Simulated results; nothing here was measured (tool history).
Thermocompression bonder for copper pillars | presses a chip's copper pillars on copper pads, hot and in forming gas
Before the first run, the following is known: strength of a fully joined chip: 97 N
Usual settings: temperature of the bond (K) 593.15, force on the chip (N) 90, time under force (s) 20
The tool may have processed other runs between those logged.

run	hour	temperature of the bond (K)	force on the chip (N)	time under force (s)	force that shears a chip off (N)
1	0	593.15	90	20	52.7
2	42.4	593.15	90	19	50.7
# hour 63.2: forming gas filter changed
3	98.8	593.15	90	20	55.6
4	172.5	593.15	90	20	53.8
5	256.7	593.15	90	29	58.2
# hour 288.3: forming gas filter changed
6	339.7	593.15	90	29	61.8
7	403.3	593.15	90	20	53.6
8	460.5	593.15	90	20	52.7
# hour 514.1: forming gas filter changed
9	520	593.15	90	20	56.9
10	608.1	593.15	117	12	58.4
11	661.8	593.15	60	13	31.1
# hour 737.9: forming gas filter changed
12	737.9	571.15	73	13	33
13	797.8	571.15	73	13	32.2
14	885.3	582.15	101	39	66
# hour 961: forming gas filter changed
15	961	593.15	90	30	65.3
16	1003.8	593.15	90	30	64
17	1081	593.15	90	30	61.6

Alternative continuations, all from the tool just after run 17; predict every row:
# hour 1149.6: heater calibrated with a thermocouple chip
A	1153.3	585.15	56	21	?
# hour 1149.6: heater calibrated with a thermocouple chip
B	1153.3	581.15	55	14	?
# hour 1149.6: heater calibrated with a thermocouple chip
C	1153.3	606.15	90	14	?

run	force that shears a chip off (N)
A	30.5
B	24.6
C	50.4
With the hidden condition removed and each run's random variation left untouched, the same runs would have given:
run	force that shears a chip off (N)
A	31.8
B	25.6
C	53
